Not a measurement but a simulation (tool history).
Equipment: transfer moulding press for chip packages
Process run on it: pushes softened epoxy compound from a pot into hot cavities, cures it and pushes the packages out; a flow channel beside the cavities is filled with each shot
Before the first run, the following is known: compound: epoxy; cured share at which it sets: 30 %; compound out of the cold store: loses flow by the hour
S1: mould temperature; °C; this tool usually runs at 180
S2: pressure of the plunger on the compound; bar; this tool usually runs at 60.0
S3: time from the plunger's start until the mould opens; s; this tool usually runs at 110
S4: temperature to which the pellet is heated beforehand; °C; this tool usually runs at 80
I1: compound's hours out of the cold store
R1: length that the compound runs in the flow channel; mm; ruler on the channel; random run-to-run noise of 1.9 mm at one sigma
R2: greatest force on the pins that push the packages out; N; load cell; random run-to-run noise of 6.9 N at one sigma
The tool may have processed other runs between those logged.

run,hour,S1,S2,S3,S4,I1,R1,R2
1,0.0,180,60.0,110,80,30.8,614,420
2,20.7,180,60.0,110,80,18.6,663,459
3,41.0,180,60.0,110,80,20.4,652,485
4,68.2,180,60.0,110,89,15.9,672,556
5,99.8,180,60.0,110,80,24.1,635,570
6,132.1,180,60.0,110,80,47.0,566,516
7,156.9,180,60.0,110,80,8.4,722,610
8,182.0,180,60.0,110,80,9.9,714,337
9,207.0,180,60.0,110,80,22.4,659,332
10,240.4,180,60.0,110,80,16.6,684,428
11,271.8,180,60.0,110,80,24.6,647,478
12,292.3,180,60.0,110,80,18.1,673,499
13,326.4,180,60.0,110,80,28.3,631,368
14,354.0,180,60.0,110,80,8.9,712,456
15,376.2,180,60.0,110,80,18.5,670,469
16,400.8,180,60.0,110,80,30.5,616,424
17,423.5,180,50.9,110,76,17.1,618,294
18,443.3,180,50.9,110,76,18.8,610,344
19,476.1,180,62.8,141,76,14.2,694,268
20,497.3,173,60.0,110,80,28.8,641,694
21,523.8,181,60.0,124,73,18.8,657,358
22,556.8,181,60.0,124,73,45.0,553,250
23,575.6,178,64.6,131,88,43.1,590,309
24,608.7,178,64.6,131,88,24.8,656,338
25,636.7,178,48.6,121,88,20.0,590,427
26,666.7,178,48.6,95,89,29.7,572,511
27,685.5,182,48.6,95,89,44.6,511,414

Taken out of this log: 10 entries between the listed runs. Where each belongs, and how the hidden state differs across it:
In the gap between runs 3 and 4: cavities cleaned with cleaning compound and waxed (hour 68.2)
  true mould temperature over the reading, C: -1.37 -> -1.39; pressure that reaches the compound, % of what is set: 94.46 -> 94.14; grip of the stained cavities, % over clean ones': 54.2 -> 80.1
  difference, measured minus the result without the unlogged condition, R1: -14 -> -15 mm; R2: +199 -> +278 N
In the gap between runs 5 and 6: plunger's sealing rings changed (hour 122.4)
  true mould temperature over the reading, C: -1.42 -> -1.45; pressure that reaches the compound, % of what is set: 93.74 -> 99.37; grip of the stained cavities, % over clean ones': 81.3 -> 82
  difference, measured minus the result without the unlogged condition, R1: -16 -> +2 mm; R2: +284 -> +256 N
In the gap between runs 7 and 8: cavities cleaned with cleaning compound and waxed (hour 179.3)
  true mould temperature over the reading, C: -1.47 -> -1.49; pressure that reaches the compound, % of what is set: 99.1 -> 98.81; grip of the stained cavities, % over clean ones': 82.4 -> 3.4
  difference, measured minus the result without the unlogged condition, R1: +3 -> +2 mm; R2: +315 -> +48 N
In the gap between runs 8 and 9: cavities cleaned with cleaning compound and waxed, once more (hour 201.8)
  true mould temperature over the reading, C: -1.49 -> -1.51; pressure that reaches the compound, % of what is set: 98.81 -> 98.53; grip of the stained cavities, % over clean ones': 3.4 -> 7.8
  difference, measured minus the result without the unlogged condition, R1: +2 -> +0 mm; R2: +48 -> +56 N
In the gap between runs 12 and 13: cavities cleaned with cleaning compound and waxed (hour 311.6)
  true mould temperature over the reading, C: -1.59 -> -1.62; pressure that reaches the compound, % of what is set: 97.52 -> 97.14; grip of the stained cavities, % over clean ones': 57.2 -> 15.4
  difference, measured minus the result without the unlogged condition, R1: -2 -> -4 mm; R2: +216 -> +83 N
In the gap between runs 15 and 16: mould's thermocouples calibrated (hour 400.8)
  true mould temperature over the reading, C: -1.66 -> -0.09; pressure that reaches the compound, % of what is set: 96.58 -> 96.35; grip of the stained cavities, % over clean ones': 46.9 -> 55.7
  difference, measured minus the result without the unlogged condition, R1: -6 -> -11 mm; R2: +187 -> +153 N
In the gap between runs 16 and 17: cavities cleaned with cleaning compound and waxed (hour 423.4)
  true mould temperature over the reading, C: -0.09 -> -0.11; pressure that reaches the compound, % of what is set: 96.35 -> 96.09; grip of the stained cavities, % over clean ones': 55.7 -> 1.1
  difference, measured minus the result without the unlogged condition, R1: -11 -> -12 mm; R2: +153 -> +6 N
In the gap between runs 21 and 22: cavities cleaned with cleaning compound and waxed (hour 532.9)
  true mould temperature over the reading, C: -0.2 -> -0.23; pressure that reaches the compound, % of what is set: 94.88 -> 94.53; grip of the stained cavities, % over clean ones': 59.3 -> 22.5
  difference, measured minus the result without the unlogged condition, R1: -17 -> -15 mm; R2: +133 -> +48 N
In the gap between runs 25 and 26: cavities cleaned with cleaning compound and waxed (hour 642.8); plunger's sealing rings changed (hour 666.1)
  true mould temperature over the reading, C: -0.3 -> -0.32; pressure that reaches the compound, % of what is set: 93.6 -> 99.92; grip of the stained cavities, % over clean ones': 60.9 -> 19.9
  difference, measured minus the result without the unlogged condition, R1: -19 -> +1 mm; R2: +169 -> +94 N
